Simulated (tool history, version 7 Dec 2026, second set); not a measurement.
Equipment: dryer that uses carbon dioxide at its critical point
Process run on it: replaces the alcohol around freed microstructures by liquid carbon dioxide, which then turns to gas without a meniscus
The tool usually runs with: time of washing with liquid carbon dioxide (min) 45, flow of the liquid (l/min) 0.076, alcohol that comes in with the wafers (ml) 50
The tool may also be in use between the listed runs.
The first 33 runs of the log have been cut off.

run    hour  time of washing with liquid carbon dioxide (min)  flow of the liquid (l/min)  alcohol that comes in with the wafers (ml)  hours of work since the filter was changed  hours of work since the purifier's bed was changed  alcohol left in the vessel before it's heated (ppm by volume)
     1231.8  -- inlet filter changed
 34  1239.3                                                45                      0.1182                                          50                                           5                                                1110                                                             83
 35  1268.7                                                45                      0.1182                                          25                                          24                                                1129                                                             78
 36    1316                                                45                      0.1182                                          25                                          54                                                1160                                                             79
 37  1340.8                                                36                      0.0755                                          32                                          70                                                1176                                                            718
 38  1366.9                                                53                       0.076                                          76                                          87                                                1193                                                            237
 39  1413.2                                                53                       0.076                                          76                                         117                                                1223                                                            265
 40  1452.9                                                53                       0.076                                          76                                         143                                                1248                                                            255
       1497  -- purifier's bed changed
 41  1499.6                                                53                      0.0704                                          28                                         171                                                   2                                                            123
 42  1536.3                                                45                       0.076                                          73                                         195                                                  25                                                            490
 43  1564.2                                                46                       0.076                                          50                                         213                                                  43                                                            305
 44  1586.3                                                46                       0.076                                          50                                         227                                                  58                                                            305
 45  1619.9                                                46                       0.076                                          50                                         249                                                  79                                                            324
 46  1648.8                                                46                       0.076                                          50                                         267                                                  98                                                            320
 47  1692.6                                                53                       0.076                                          50                                         296                                                 126                                                            139

Consider 4 possible next runs. They are alternatives, not a sequence: every one starts from the tool as it was left by run 47. What does each give?
  A  1719                                                53                      0.0694                                          47                                         313                                                 143                                                              ?
  B  1719                                                44                       0.076                                          52                                         313                                                 143                                                              ?
  C  1719                                                52                       0.105                                          38                                         313                                                 143                                                              ?
  D  1719                                                53                       0.076                                          80                                         313                                                 143                                                              ?

run  alcohol left in the vessel before it's heated (ppm by volume)
  A                                                            241
  B                                                            430
  C                                                             23
  D                                                            221
What these runs would have given with no unlogged condition in the tool:
run  alcohol left in the vessel before it's heated (ppm by volume)
  A                                                            185
  B                                                            342
  C                                                             12
  D                                                            164

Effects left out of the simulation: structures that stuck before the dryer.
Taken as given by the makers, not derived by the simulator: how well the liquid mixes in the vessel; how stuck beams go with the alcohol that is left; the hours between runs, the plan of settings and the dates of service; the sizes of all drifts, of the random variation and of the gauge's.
